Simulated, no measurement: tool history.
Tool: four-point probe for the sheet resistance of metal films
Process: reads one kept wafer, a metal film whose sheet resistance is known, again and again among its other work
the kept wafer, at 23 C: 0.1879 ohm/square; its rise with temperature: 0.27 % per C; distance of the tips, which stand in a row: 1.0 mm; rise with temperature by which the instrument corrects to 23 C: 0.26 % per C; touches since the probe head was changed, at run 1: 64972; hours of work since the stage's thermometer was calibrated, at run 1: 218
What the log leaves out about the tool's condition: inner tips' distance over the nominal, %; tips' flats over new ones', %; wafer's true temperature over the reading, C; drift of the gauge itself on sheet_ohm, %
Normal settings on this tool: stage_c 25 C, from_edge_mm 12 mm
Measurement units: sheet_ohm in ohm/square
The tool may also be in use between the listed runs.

run	hour	stage_c	from_edge_mm	touches since the probe head was changed	hours of work since the stage's thermometer was calibrated	sheet_ohm
1	0.0	25	12	64972	218	0.187080
2	20.9	25	72	65894	228	0.186434
3	45.5	25	72	66974	241	0.186314
4	62.9	25	72	67740	250	0.186363
5	79.9	28	12	68487	258	0.187081
6	98.8	25	4	69320	268	0.192355
7	120.2	25	12	70258	279	0.186992
8	145.7	25	12	71381	292	0.186919
9	166.7	25	3	72304	303	0.196765
10	196.3	25	3	73606	318	0.196687
11	223.7	25	3	74811	332	0.196665
12	242.9	25	3	75659	342	0.196578
13	266.7	25	3	76703	354	0.196601
14	294.5	19	12	77926	368	0.186643
15	314.3	19	12	78796	378	0.186646
16	343.9	19	12	80102	394	0.186622
17	369.4	19	12	81220	407	0.186541
18	396.1	19	12	82399	420	0.186577
19	429.8	27	12	83879	438	0.186737
20	452.7	31	12	84887	449	0.186715
21	482.8	25	12	86210	465	0.186646
22	497.1	25	12	86842	472	0.186562
23	512.5	25	4	87517	480	0.191944
24	541.8	23	12	88805	495	0.186516
25	572.3	23	12	90148	510	0.186505
26	593.4	25	48	91078	521	0.185800
27	610.8	25	18	91843	530	0.186115
28	635.1	25	18	92909	543	0.186063
29	656.2	24	10	93838	553	0.186683
30	678.1	23	6	94802	565	0.188418
31	701.0	20	19	95808	576	0.185819
32	728.7	28	10	97029	591	0.186775
33	748.5	28	10	97900	601	0.186609
34	772.7	25	7	98964	613	0.187665
35	790.7	25	4	99756	622	0.191646
36	814.4	32	50	100798	634	0.185783
37	834.4	24	3	101680	645	0.195979
38	851.3	29	6	102420	653	0.188300
# hour 862.7: new probe head fitted
39	884.2	33	16	945	670	0.190471
40	909.4	24	5	2054	683	0.193872
41	935.1	30	20	3184	696	0.190148
42	954.8	22	20	4050	706	0.189967
43	981.8	22	20	5237	720	0.189947
44	1011.2	22	20	6530	735	0.190020
45	1035.6	20	6	7607	747	0.192435

Below are 3 alternative next runs, each starting from the tool's condition after run 45. Predict each:
A	1051.9	25	3	8325	756	?
B	1051.9	19	6	8325	756	?
C	1051.9	32	26	8325	756	?

run	sheet_ohm
A	0.200417
B	0.192422
C	0.190077
Had the tool no hidden state, the same runs would have come out as:
run	sheet_ohm
A	0.198522
B	0.190595
C	0.188273
